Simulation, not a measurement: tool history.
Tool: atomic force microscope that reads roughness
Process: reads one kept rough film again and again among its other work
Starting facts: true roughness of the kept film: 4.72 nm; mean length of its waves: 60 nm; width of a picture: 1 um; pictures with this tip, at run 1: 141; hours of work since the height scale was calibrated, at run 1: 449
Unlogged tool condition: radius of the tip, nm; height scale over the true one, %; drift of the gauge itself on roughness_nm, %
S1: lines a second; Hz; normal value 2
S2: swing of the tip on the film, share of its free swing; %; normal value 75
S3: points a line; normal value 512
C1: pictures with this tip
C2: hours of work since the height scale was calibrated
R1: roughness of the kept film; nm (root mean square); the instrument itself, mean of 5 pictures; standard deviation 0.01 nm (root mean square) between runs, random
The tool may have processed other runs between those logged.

run 1 hour=0 | S1=2 S2=75 S3=512 | C1=141 C2=449 | R1=3.921
run 2 hour=26.7 | S1=1.14 S2=75 S3=512 | C1=162 C2=462 | R1=4.145
run 3 hour=48.2 | S1=0.75 S2=75 S3=512 | C1=179 C2=472 | R1=4.208
run 4 hour=73.9 | S1=0.75 S2=75 S3=512 | C1=198 C2=484 | R1=4.219
-- hour=98.2 new tip fitted
run 5 hour=98.4 | S1=2 S2=75 S3=512 | C1=0 C2=496 | R1=4.065
run 6 hour=130.8 | S1=2 S2=75 S3=512 | C1=25 C2=511 | R1=4.027
run 7 hour=157.7 | S1=2 S2=75 S3=512 | C1=46 C2=524 | R1=4.01
run 8 hour=190 | S1=2 S2=75 S3=1011 | C1=71 C2=539 | R1=4.003
run 9 hour=221.7 | S1=2 S2=75 S3=512 | C1=96 C2=555 | R1=3.961
run 10 hour=244.6 | S1=2 S2=75 S3=862 | C1=113 C2=566 | R1=3.981
run 11 hour=267.1 | S1=2 S2=75 S3=862 | C1=131 C2=576 | R1=3.972
run 12 hour=285.7 | S1=2 S2=75 S3=862 | C1=145 C2=585 | R1=3.938
run 13 hour=318.1 | S1=2 S2=75 S3=862 | C1=170 C2=601 | R1=3.898
run 14 hour=342.6 | S1=2 S2=75 S3=280 | C1=189 C2=612 | R1=3.878
run 15 hour=368.2 | S1=2 S2=75 S3=280 | C1=209 C2=624 | R1=3.872
-- hour=379.4 new tip fitted
run 16 hour=397.9 | S1=0.72 S2=89 S3=280 | C1=15 C2=638 | R1=4.191
run 17 hour=420 | S1=2 S2=75 S3=391 | C1=32 C2=649 | R1=4.05
run 18 hour=443.1 | S1=1.01 S2=62 S3=734 | C1=50 C2=660 | R1=4.455
run 19 hour=463.4 | S1=0.74 S2=75 S3=265 | C1=65 C2=670 | R1=4.348
run 20 hour=491.2 | S1=0.74 S2=75 S3=265 | C1=87 C2=683 | R1=4.321
run 21 hour=521 | S1=0.74 S2=61 S3=747 | C1=110 C2=697 | R1=4.433
run 22 hour=542.8 | S1=0.74 S2=61 S3=747 | C1=127 C2=707 | R1=4.415
run 23 hour=571.6 | S1=1.07 S2=75 S3=331 | C1=149 C2=721 | R1=4.172
run 24 hour=597.2 | S1=2 S2=65 S3=271 | C1=169 C2=733 | R1=4.141
run 25 hour=617.4 | S1=2 S2=65 S3=271 | C1=185 C2=743 | R1=4.134
run 26 hour=640.3 | S1=2 S2=82 S3=356 | C1=203 C2=754 | R1=3.7
-- hour=659.4 new tip fitted
run 27 hour=672.5 | S1=2 S2=75 S3=466 | C1=10 C2=769 | R1=4.04
run 28 hour=697.4 | S1=2 S2=75 S3=466 | C1=29 C2=781 | R1=4.037
run 29 hour=715.4 | S1=2 S2=75 S3=466 | C1=43 C2=789 | R1=4.03

Each row is a separate what-if for the run after 29, all from the same tool condition, not one after another. Results?
run A hour=735.3 | S1=0.66 S2=82 S3=336 | C1=59 C2=799 | R1=?
run B hour=735.3 | S1=2 S2=76 S3=944 | C1=59 C2=799 | R1=?
run C hour=735.3 | S1=2 S2=75 S3=832 | C1=59 C2=799 | R1=?

run=A R1=4.281
run=B R1=3.996
run=C R1=4.03
Take away the tool's hidden state, keep each run's random variation, and the runs would have read:
run=A R1=4.302
run=B R1=4.016
run=C R1=4.05

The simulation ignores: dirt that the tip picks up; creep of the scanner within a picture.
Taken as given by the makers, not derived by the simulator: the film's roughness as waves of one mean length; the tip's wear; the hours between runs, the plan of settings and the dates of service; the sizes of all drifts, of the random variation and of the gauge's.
